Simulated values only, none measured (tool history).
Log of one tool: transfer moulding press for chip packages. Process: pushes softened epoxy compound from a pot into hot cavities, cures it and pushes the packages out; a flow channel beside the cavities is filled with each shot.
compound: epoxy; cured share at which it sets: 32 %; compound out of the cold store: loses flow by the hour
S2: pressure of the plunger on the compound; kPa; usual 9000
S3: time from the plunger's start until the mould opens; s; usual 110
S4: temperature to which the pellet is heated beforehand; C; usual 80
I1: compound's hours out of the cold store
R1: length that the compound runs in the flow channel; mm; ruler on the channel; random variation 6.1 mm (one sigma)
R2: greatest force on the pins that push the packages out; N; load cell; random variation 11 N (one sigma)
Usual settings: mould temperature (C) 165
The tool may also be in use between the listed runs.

{"run": 1, "hour": 0.0, "mould temperature (C)": 165, "S2": 9000, "S3": 110, "S4": 80, "I1": 47.2, "R1": 818, "R2": 715}
{"run": 2, "hour": 8.8, "mould temperature (C)": 165, "S2": 9000, "S3": 110, "S4": 80, "I1": 13.0, "R1": 901, "R2": 551}
{"run": 3, "hour": 16.8, "mould temperature (C)": 165, "S2": 9000, "S3": 110, "S4": 80, "I1": 42.2, "R1": 818, "R2": 582}
{"run": 4, "hour": 20.7, "mould temperature (C)": 165, "S2": 9000, "S3": 110, "S4": 80, "I1": 22.2, "R1": 864, "R2": 613}
{"run": 5, "hour": 28.3, "mould temperature (C)": 165, "S2": 10820, "S3": 110, "S4": 80, "I1": 11.7, "R1": 987, "R2": 657}
{"run": 6, "hour": 36.7, "mould temperature (C)": 165, "S2": 9000, "S3": 110, "S4": 80, "I1": 30.9, "R1": 841, "R2": 677}
{"run": 7, "hour": 42.8, "mould temperature (C)": 165, "S2": 9000, "S3": 110, "S4": 80, "I1": 33.8, "R1": 834, "R2": 693}
{"run": 8, "hour": 46.9, "mould temperature (C)": 165, "S2": 9000, "S3": 110, "S4": 80, "I1": 42.5, "R1": 818, "R2": 693}
{"run": 9, "hour": 52.9, "mould temperature (C)": 165, "S2": 9000, "S3": 110, "S4": 90, "I1": 32.3, "R1": 833, "R2": 729}
{"run": 10, "hour": 57.8, "mould temperature (C)": 165, "S2": 9000, "S3": 110, "S4": 90, "I1": 43.4, "R1": 811, "R2": 723}
{"run": 11, "hour": 63.7, "mould temperature (C)": 165, "S2": 9000, "S3": 144, "S4": 80, "I1": 43.9, "R1": 807, "R2": 627}
{"run": 12, "hour": 73.4, "mould temperature (C)": 165, "S2": 9000, "S3": 144, "S4": 80, "I1": 42.8, "R1": 822, "R2": 471}
{"run": 13, "hour": 82.4, "mould temperature (C)": 165, "S2": 9000, "S3": 144, "S4": 80, "I1": 24.3, "R1": 846, "R2": 491}
{"run": 14, "hour": 86.4, "mould temperature (C)": 165, "S2": 9000, "S3": 144, "S4": 84, "I1": 26.4, "R1": 846, "R2": 498}
{"run": 15, "hour": 92.5, "mould temperature (C)": 165, "S2": 9000, "S3": 110, "S4": 80, "I1": 26.3, "R1": 855, "R2": 639}
{"run": 16, "hour": 101.0, "mould temperature (C)": 165, "S2": 9000, "S3": 110, "S4": 80, "I1": 26.9, "R1": 847, "R2": 682}
{"run": 17, "hour": 106.5, "mould temperature (C)": 165, "S2": 7550, "S3": 95, "S4": 80, "I1": 34.8, "R1": 753, "R2": 916}
{"run": 18, "hour": 115.6, "mould temperature (C)": 164, "S2": 7120, "S3": 120, "S4": 80, "I1": 41.7, "R1": 721, "R2": 682}
{"run": 19, "hour": 123.5, "mould temperature (C)": 164, "S2": 7120, "S3": 120, "S4": 80, "I1": 31.5, "R1": 747, "R2": 688}
{"run": 20, "hour": 129.5, "mould temperature (C)": 165, "S2": 7220, "S3": 141, "S4": 80, "I1": 15.8, "R1": 777, "R2": 625}
{"run": 21, "hour": 136.5, "mould temperature (C)": 163, "S2": 9000, "S3": 91, "S4": 80, "I1": 39.4, "R1": 823, "R2": 829}
{"run": 22, "hour": 148.2, "mould temperature (C)": 171, "S2": 9000, "S3": 97, "S4": 82, "I1": 24.0, "R1": 915, "R2": 533}
{"run": 23, "hour": 155.3, "mould temperature (C)": 171, "S2": 9000, "S3": 97, "S4": 82, "I1": 25.3, "R1": 901, "R2": 591}
{"run": 24, "hour": 164.0, "mould temperature (C)": 170, "S2": 8120, "S3": 132, "S4": 88, "I1": 39.3, "R1": 831, "R2": 519}
{"run": 25, "hour": 172.7, "mould temperature (C)": 170, "S2": 8120, "S3": 132, "S4": 88, "I1": 27.7, "R1": 853, "R2": 566}
{"run": 26, "hour": 180.3, "mould temperature (C)": 170, "S2": 8120, "S3": 132, "S4": 88, "I1": 37.8, "R1": 827, "R2": 591}
{"run": 27, "hour": 188.6, "mould temperature (C)": 170, "S2": 8120, "S3": 127, "S4": 74, "I1": 21.9, "R1": 864, "R2": 618}
{"run": 28, "hour": 194.7, "mould temperature (C)": 165, "S2": 9700, "S3": 110, "S4": 79, "I1": 39.3, "R1": 920, "R2": 782}
{"run": 29, "hour": 204.7, "mould temperature (C)": 165, "S2": 9700, "S3": 110, "S4": 79, "I1": 22.3, "R1": 965, "R2": 580}
{"run": 30, "hour": 209.7, "mould temperature (C)": 166, "S2": 7760, "S3": 110, "S4": 76, "I1": 42.0, "R1": 812, "R2": 547}

Taken out of this log: 5 entries between the listed runs. Where each belongs, and how the hidden state differs across it:
Between runs 1 and 2: cavities cleaned with cleaning compound and waxed (hour 4.2)
  true mould temperature over the reading, C: 0.11 -> 0.1; pressure that reaches the compound, % of what is set: 86.42 -> 86.2; grip of the stained cavities, % over clean ones': 48.5 -> 8.1
  measured less the result without the state, R1: -62 -> -70 mm; R2: +230 -> +38 N
Between runs 11 and 12: cavities cleaned with cleaning compound and waxed (hour 68.3)
  true mould temperature over the reading, C: 0.04 -> 0.03; pressure that reaches the compound, % of what is set: 84.56 -> 84.3; grip of the stained cavities, % over clean ones': 50.3 -> 9.7
  measured less the result without the state, R1: -71 -> -74 mm; R2: +209 -> +41 N
Between runs 20 and 21: cavities cleaned with cleaning compound and waxed (hour 132.6)
  pressure that reaches the compound, % of what is set: 82.66 -> 82.49; grip of the stained cavities, % over clean ones': 51.5 -> 4.6
  measured less the result without the state, R1: -77 -> -83 mm; R2: +215 -> +39 N
Between runs 21 and 22: plunger's sealing rings changed (hour 140.5)
  true mould temperature over the reading, C: -0.03 -> -0.04; pressure that reaches the compound, % of what is set: 82.49 -> 99.59; grip of the stained cavities, % over clean ones': 4.6 -> 14.5
  measured less the result without the state, R1: -83 -> -2 mm; R2: +39 -> +68 N
Between runs 28 and 29: cavities cleaned with cleaning compound and waxed (hour 199.3)
  true mould temperature over the reading, C: -0.09 -> -0.1; pressure that reaches the compound, % of what is set: 98.19 -> 97.95; grip of the stained cavities, % over clean ones': 50.3 -> 7.5
  measured less the result without the state, R1: -8 -> -10 mm; R2: +264 -> +42 N
